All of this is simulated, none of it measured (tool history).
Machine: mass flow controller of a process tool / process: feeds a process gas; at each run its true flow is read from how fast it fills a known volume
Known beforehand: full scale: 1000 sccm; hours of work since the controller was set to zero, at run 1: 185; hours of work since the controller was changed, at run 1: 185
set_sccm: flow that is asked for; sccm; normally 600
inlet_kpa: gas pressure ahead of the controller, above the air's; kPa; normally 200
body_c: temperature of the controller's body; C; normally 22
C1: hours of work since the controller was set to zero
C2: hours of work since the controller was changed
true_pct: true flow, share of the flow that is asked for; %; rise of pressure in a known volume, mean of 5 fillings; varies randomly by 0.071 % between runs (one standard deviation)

Run 1, hour 0.0: usual settings; C1 185; C2 185. Result: true_pct 99.81 %.
Run 2, hour 47.1: usual settings; C1 202; C2 202. Result: true_pct 99.80 %.
Run 3, hour 127.1: usual settings but body_c 32 C; C1 230; C2 230. Result: true_pct 99.20 %.
Run 4, hour 188.1: usual settings but body_c 32 C; C1 252; C2 252. Result: true_pct 99.04 %.
Run 5, hour 264.5: usual settings; C1 280; C2 280. Result: true_pct 99.93 %.
Run 6, hour 307.9: usual settings; C1 295; C2 295. Result: true_pct 99.86 %.
Run 7, hour 355.6: usual settings; C1 312; C2 312. Result: true_pct 99.76 %.
Run 8, hour 421.2: usual settings but set_sccm 263 sccm, inlet_kpa 241 kPa, body_c 24 C; C1 336; C2 336. Result: true_pct 99.91 %.
Run 9, hour 472.4: usual settings but set_sccm 263 sccm, inlet_kpa 241 kPa, body_c 24 C; C1 354; C2 354. Result: true_pct 99.86 %.
Run 10, hour 506.6: usual settings but set_sccm 263 sccm, inlet_kpa 241 kPa, body_c 24 C; C1 366; C2 366. Result: true_pct 99.96 %.
Run 11, hour 540.5: usual settings but set_sccm 147 sccm, inlet_kpa 164 kPa, body_c 26 C; C1 378; C2 378. Result: true_pct 99.26 %.

Forecast each of these 3 alternatives for the next run:
Run A, hour 596.1: usual settings but set_sccm 152 sccm, inlet_kpa 199 kPa; C1 398; C2 398. Result: true_pct ?.
Run B, hour 596.1: usual settings but set_sccm 198 sccm, inlet_kpa 192 kPa, body_c 34 C; C1 398; C2 398. Result: true_pct ?.
Run C, hour 596.1: usual settings but set_sccm 147 sccm, inlet_kpa 273 kPa, body_c 26 C; C1 398; C2 398. Result: true_pct ?.

run  true_pct
  A     99.92
  B     98.68
  C    100.10
What these runs would have given with no unlogged condition in the tool:
run  true_pct
  A     99.69
  B     98.57
  C     99.85
